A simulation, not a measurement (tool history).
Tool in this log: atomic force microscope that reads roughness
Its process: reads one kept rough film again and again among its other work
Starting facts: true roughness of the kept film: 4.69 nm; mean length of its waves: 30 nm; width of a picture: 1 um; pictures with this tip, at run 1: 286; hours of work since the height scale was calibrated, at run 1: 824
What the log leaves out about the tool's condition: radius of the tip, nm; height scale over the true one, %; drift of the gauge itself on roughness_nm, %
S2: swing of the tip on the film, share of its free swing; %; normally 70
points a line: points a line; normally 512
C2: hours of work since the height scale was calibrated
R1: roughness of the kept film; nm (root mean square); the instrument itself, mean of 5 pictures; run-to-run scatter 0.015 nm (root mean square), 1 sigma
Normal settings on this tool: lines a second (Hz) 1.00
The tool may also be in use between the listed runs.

Run 1, hour 0.0: usual settings; pictures with this tip 286; C2 824. Result: R1 2.718 nm (root mean square).
At hour 8.5: new tip fitted.
Run 2, hour 30.1: usual settings but S2 61 %; pictures with this tip 42; C2 848. Result: R1 3.607 nm (root mean square).
Run 3, hour 56.6: usual settings but S2 61 %; pictures with this tip 94; C2 869. Result: R1 3.361 nm (root mean square).
Run 4, hour 95.6: usual settings but lines a second (Hz) 2.27; pictures with this tip 171; C2 900. Result: R1 2.855 nm (root mean square).
Run 5, hour 138.5: usual settings but lines a second (Hz) 2.27; pictures with this tip 256; C2 934. Result: R1 2.676 nm (root mean square).
At hour 162.7: new tip fitted.
Run 6, hour 176.4: usual settings but lines a second (Hz) 2.27; pictures with this tip 27; C2 964. Result: R1 3.422 nm (root mean square).
Run 7, hour 218.2: usual settings but lines a second (Hz) 2.27; pictures with this tip 110; C2 998. Result: R1 3.091 nm (root mean square).
Run 8, hour 243.5: usual settings but lines a second (Hz) 2.27; pictures with this tip 159; C2 1018. Result: R1 2.928 nm (root mean square).
Run 9, hour 273.9: usual settings but S2 57 %; pictures with this tip 219; C2 1042. Result: R1 3.003 nm (root mean square).
Run 10, hour 305.0: usual settings but S2 57 %; pictures with this tip 280; C2 1067. Result: R1 2.800 nm (root mean square).
At hour 315.0: new tip fitted.
Run 11, hour 345.7: usual settings but S2 57 %; pictures with this tip 61; C2 1099. Result: R1 3.555 nm (root mean square).
Run 12, hour 373.4: usual settings but S2 57 %; pictures with this tip 115; C2 1121. Result: R1 3.329 nm (root mean square).
Run 13, hour 402.1: usual settings but S2 57 %; pictures with this tip 172; C2 1144. Result: R1 3.114 nm (root mean square).
Run 14, hour 441.0: usual settings but lines a second (Hz) 0.80, S2 57 %; pictures with this tip 248; C2 1175. Result: R1 2.891 nm (root mean square).
At hour 467.4: new tip fitted.
Run 15, hour 468.8: usual settings but lines a second (Hz) 0.80, S2 57 %, points a line 923; pictures with this tip 3; C2 1197. Result: R1 3.875 nm (root mean square).
Run 16, hour 500.8: usual settings but points a line 695; pictures with this tip 66; C2 1222. Result: R1 3.493 nm (root mean square).
Run 17, hour 532.9: usual settings but points a line 695; pictures with this tip 129; C2 1248. Result: R1 3.250 nm (root mean square).
Run 18, hour 567.2: usual settings but points a line 695; pictures with this tip 197; C2 1275. Result: R1 3.048 nm (root mean square).
Run 19, hour 589.2: usual settings but points a line 695; pictures with this tip 240; C2 1293. Result: R1 2.909 nm (root mean square).
Run 20, hour 614.1: usual settings but points a line 695; pictures with this tip 289; C2 1313. Result: R1 2.773 nm (root mean square).
At hour 620.9: new tip fitted.
Run 21, hour 644.6: usual settings but points a line 695; pictures with this tip 46; C2 1337. Result: R1 3.539 nm (root mean square).
Run 22, hour 681.5: usual settings but points a line 558; pictures with this tip 119; C2 1366. Result: R1 3.270 nm (root mean square).
Run 23, hour 705.1: usual settings but points a line 558; pictures with this tip 165; C2 1385. Result: R1 3.105 nm (root mean square).
Run 24, hour 740.8: usual settings but points a line 558; pictures with this tip 236; C2 1414. Result: R1 2.916 nm (root mean square).
At hour 773.6: new tip fitted.
Run 25, hour 778.4: usual settings but points a line 558; pictures with this tip 10; C2 1443. Result: R1 3.749 nm (root mean square).
Run 26, hour 812.3: usual settings but points a line 558; pictures with this tip 76; C2 1470. Result: R1 3.426 nm (root mean square).
At hour 816.3: height scale calibrated on a step standard.
Run 27, hour 844.3: usual settings but S2 65 %; pictures with this tip 137; C2 22. Result: R1 3.271 nm (root mean square).
Run 28, hour 869.2: usual settings but S2 56 %, points a line 885; pictures with this tip 186; C2 42. Result: R1 3.141 nm (root mean square).
Run 29, hour 910.0: usual settings but S2 56 %, points a line 604; pictures with this tip 267; C2 75. Result: R1 2.932 nm (root mean square).
At hour 925.7: new tip fitted.
Run 30, hour 936.9: usual settings but S2 56 %, points a line 604; pictures with this tip 22; C2 96. Result: R1 3.771 nm (root mean square).
Run 31, hour 966.2: usual settings but lines a second (Hz) 1.04, S2 56 %, points a line 604; pictures with this tip 79; C2 119. Result: R1 3.527 nm (root mean square).
Run 32, hour 1003.8: usual settings but lines a second (Hz) 1.35, S2 72 %, points a line 604; pictures with this tip 154; C2 149. Result: R1 3.117 nm (root mean square).
At hour 1013.9: height scale calibrated on a step standard, once more.
Run 33, hour 1032.8: usual settings but lines a second (Hz) 1.35, S2 72 %, points a line 604; pictures with this tip 209; C2 15. Result: R1 2.883 nm (root mean square).
Run 34, hour 1065.0: usual settings but lines a second (Hz) 2.70; pictures with this tip 272; C2 41. Result: R1 2.583 nm (root mean square).
At hour 1079.9: new tip fitted.
Run 35, hour 1090.5: usual settings but lines a second (Hz) 2.06, S2 80 %; pictures with this tip 21; C2 61. Result: R1 3.266 nm (root mean square).
Run 36, hour 1110.0: usual settings but lines a second (Hz) 2.06, S2 80 %; pictures with this tip 60; C2 76. Result: R1 3.085 nm (root mean square).
Run 37, hour 1139.8: usual settings but lines a second (Hz) 1.85, S2 87 %, points a line 431; pictures with this tip 118; C2 100. Result: R1 2.773 nm (root mean square).
Run 38, hour 1169.4: usual settings but lines a second (Hz) 0.56, S2 77 %, points a line 523; pictures with this tip 177; C2 124. Result: R1 3.017 nm (root mean square).
Run 39, hour 1190.6: usual settings but S2 66 %, points a line 417; pictures with this tip 218; C2 141. Result: R1 2.911 nm (root mean square).
Run 40, hour 1219.0: usual settings but S2 66 %, points a line 827; pictures with this tip 274; C2 163. Result: R1 2.775 nm (root mean square).
At hour 1231.6: new tip fitted.
Run 41, hour 1241.4: usual settings but lines a second (Hz) 3.98, S2 64 %, points a line 828; pictures with this tip 19; C2 181. Result: R1 3.381 nm (root mean square).
Run 42, hour 1285.1: usual settings but lines a second (Hz) 3.98, S2 64 %, points a line 828; pictures with this tip 105; C2 216. Result: R1 3.071 nm (root mean square).
Run 43, hour 1313.4: usual settings but S2 84 %; pictures with this tip 161; C2 238. Result: R1 2.949 nm (root mean square).
Run 44, hour 1343.4: usual settings but lines a second (Hz) 2.68, S2 57 %; pictures with this tip 220; C2 262. Result: R1 2.871 nm (root mean square).
Run 45, hour 1370.5: usual settings but lines a second (Hz) 0.81, S2 57 %, points a line 312; pictures with this tip 273; C2 284. Result: R1 2.809 nm (root mean square).
At hour 1384.7: new tip fitted.
Run 46, hour 1399.0: usual settings but lines a second (Hz) 0.81, S2 61 %, points a line 784; pictures with this tip 29; C2 306. Result: R1 3.656 nm (root mean square).
Run 47, hour 1442.4: usual settings but lines a second (Hz) 1.07, S2 56 %, points a line 323; pictures with this tip 114; C2 341. Result: R1 3.316 nm (root mean square).
Run 48, hour 1482.1: usual settings but lines a second (Hz) 1.07, S2 56 %, points a line 323; pictures with this tip 192; C2 373. Result: R1 3.030 nm (root mean square).
Run 49, hour 1522.4: usual settings but lines a second (Hz) 1.07, S2 56 %, points a line 323; pictures with this tip 272; C2 405. Result: R1 2.808 nm (root mean square).
At hour 1538.4: new tip fitted.
Run 50, hour 1552.5: usual settings but lines a second (Hz) 2.69, S2 73 %, points a line 515; pictures with this tip 28; C2 429. Result: R1 3.297 nm (root mean square).
Run 51, hour 1593.7: usual settings but lines a second (Hz) 3.10, points a line 384; pictures with this tip 109; C2 461. Result: R1 2.983 nm (root mean square).
Run 52, hour 1621.7: usual settings but lines a second (Hz) 3.57, S2 57 %, points a line 558; pictures with this tip 164; C2 484. Result: R1 3.001 nm (root mean square).

Predict each of these 3 candidate next runs independently; none follows another, all start after run 52:
Run A, hour 1645.6: usual settings but lines a second (Hz) 0.71, S2 88 %, points a line 836; pictures with this tip 211; C2 503. Result: R1 ?.
Run B, hour 1645.6: usual settings but S2 87 %; pictures with this tip 211; C2 503. Result: R1 ?.
Run C, hour 1645.6: usual settings but lines a second (Hz) 3.91, S2 57 %, points a line 558; pictures with this tip 211; C2 503. Result: R1 ?.

run     R1
  A  2.839
  B  2.789
  C  2.856
Had the tool no hidden state, the same runs would have come out as:
run     R1
  A  3.589
  B  3.523
  C  3.609
